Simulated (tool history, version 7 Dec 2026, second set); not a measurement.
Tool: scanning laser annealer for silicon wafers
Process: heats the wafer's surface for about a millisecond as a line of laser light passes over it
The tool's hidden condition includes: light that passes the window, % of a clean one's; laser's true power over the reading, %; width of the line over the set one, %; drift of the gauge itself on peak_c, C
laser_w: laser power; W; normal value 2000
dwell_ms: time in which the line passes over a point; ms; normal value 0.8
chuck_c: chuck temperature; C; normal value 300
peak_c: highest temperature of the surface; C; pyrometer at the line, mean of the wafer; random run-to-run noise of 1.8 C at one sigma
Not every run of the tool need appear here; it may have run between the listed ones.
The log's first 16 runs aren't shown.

run	hour	laser_w	dwell_ms	chuck_c	hours of work since the window was cleaned	hours of work since the power meter was calibrated	hours of work since the optics were aligned	peak_c
17	848.7	1858	0.8	300	711	1321	1158	982
18	912.2	1738	0.8	300	739	1350	1187	936
19	991.5	2026	0.941	294	775	1385	1222	1089
20	1067.1	1811	0.941	320	809	1419	1256	1029
21	1121.9	2075	0.8	271	834	1444	1281	1021
22	1159.5	2075	0.843	271	851	1461	1298	1041
23	1224.6	1756	0.875	285	880	1491	1328	956
24	1283.2	1756	0.875	285	907	1517	1354	951
# hour 1332.6: window over the wafer cleaned
25	1343	1756	0.875	285	5	1543	1380	973
26	1405.5	2137	0.875	307	33	1571	1408	1136
27	1487.2	1827	0.64	296	70	1608	1445	915
28	1545.1	1773	0.997	300	96	1634	1471	1034
29	1580.7	1773	0.997	300	112	1650	1487	1032
30	1660.3	1944	0.8	298	148	1686	1523	1021
# hour 1680.6: optics aligned, line set to its width
31	1710.1	1944	0.8	298	168	1706	13	1025
32	1768	2000	0.877	294	194	1732	39	1073

Branching from run 32: 4 alternative next runs. What would each branch give?
A	1834.5	1770	0.685	261	224	1762	69	?
B	1834.5	2000	0.8	260	224	1762	69	?
C	1834.5	2051	0.8	300	224	1762	69	?
D	1834.5	2000	0.785	329	224	1762	69	?

run	peak_c
A	883
B	1010
C	1064
D	1069
Without the tool's hidden state the same runs would have given:
run	peak_c
A	895
B	1024
C	1078
D	1083
